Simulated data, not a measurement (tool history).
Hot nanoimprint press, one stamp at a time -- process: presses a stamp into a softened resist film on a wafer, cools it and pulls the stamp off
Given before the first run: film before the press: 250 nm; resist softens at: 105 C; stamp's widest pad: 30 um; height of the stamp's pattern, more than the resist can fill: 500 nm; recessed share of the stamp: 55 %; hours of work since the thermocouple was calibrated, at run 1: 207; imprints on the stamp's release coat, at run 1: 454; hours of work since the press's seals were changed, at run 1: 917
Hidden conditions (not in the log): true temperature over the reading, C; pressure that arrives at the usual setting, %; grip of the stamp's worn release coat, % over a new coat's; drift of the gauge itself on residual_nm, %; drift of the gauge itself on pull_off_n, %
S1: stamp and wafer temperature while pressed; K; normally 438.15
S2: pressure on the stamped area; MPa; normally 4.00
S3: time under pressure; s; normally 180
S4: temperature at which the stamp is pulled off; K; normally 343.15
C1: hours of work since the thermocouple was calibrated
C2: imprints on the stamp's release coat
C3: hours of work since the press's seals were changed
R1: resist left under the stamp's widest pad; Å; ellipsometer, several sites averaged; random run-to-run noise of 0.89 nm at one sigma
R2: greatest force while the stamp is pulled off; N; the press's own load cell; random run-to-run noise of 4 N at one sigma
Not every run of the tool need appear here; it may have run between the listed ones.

run	day	S1	S2	S3	S4	C1	C2	C3	R1	R2
1	0.000	438.15	4.00	180	343.15	207	454	917	1329	208
2	3.004	438.15	4.00	180	343.15	243	664	952	1344	216
3	6.796	438.15	4.00	180	343.15	288	928	997	1356	217
4	9.571	438.15	4.38	180	343.15	320	1122	1030	1308	227
# day 12.258: plate thermocouple calibrated
5	12.767	438.15	4.38	180	343.15	6	1336	1066	1267	226
6	15.058	438.15	4.00	180	343.15	33	1496	1093	1334	228
7	18.350	438.15	4.00	220	343.15	72	1726	1132	1232	244
8	20.162	438.15	3.75	180	343.15	93	1852	1154	1375	247
# day 22.108: stamp cleaned and given a new release coat
9	22.604	438.15	3.75	180	343.15	119	34	1179	1361	201
10	26.267	438.15	4.00	180	335.15	162	290	1223	1349	232
# day 29.112: press's hydraulic seals changed and the load cell set to zero
11	29.112	438.15	4.00	180	343.15	192	465	0	1294	205
12	32.692	438.15	4.00	180	343.15	234	715	42	1280	215
13	36.062	438.15	3.80	335	343.15	274	950	82	1043	223
14	39.054	438.15	4.49	180	339.15	310	1159	117	1267	237
15	41.717	438.15	4.49	180	344.15	341	1345	149	1268	226
# day 42.542: plate thermocouple calibrated
16	44.917	446.15	4.00	180	343.15	28	1559	185	985	237
17	46.762	445.15	4.00	133	344.15	50	1688	207	1149	229
18	50.504	445.15	4.43	133	342.15	94	1949	251	1101	251
# day 51.146: stamp cleaned and given a new release coat
19	52.525	430.15	2.71	192	350.15	115	96	272	1788	177
20	56.188	438.15	3.05	346	331.15	158	351	315	1132	256
21	59.008	438.15	4.00	272	337.15	192	548	349	1109	225

Each row is a separate what-if for the run after 21, all from the same tool condition, not one after another. Results?
A	63.062	428.15	4.00	272	331.15	239	831	397	?	?
B	63.062	438.15	4.00	163	340.15	239	831	397	?	?
C	63.062	438.15	2.73	272	337.15	239	831	397	?	?

run	R1	R2
A	1598	279
B	1358	228
C	1315	249
Had the tool no hidden state, the same runs would have come out as:
run	R1	R2
A	1534	249
B	1302	204
C	1265	223

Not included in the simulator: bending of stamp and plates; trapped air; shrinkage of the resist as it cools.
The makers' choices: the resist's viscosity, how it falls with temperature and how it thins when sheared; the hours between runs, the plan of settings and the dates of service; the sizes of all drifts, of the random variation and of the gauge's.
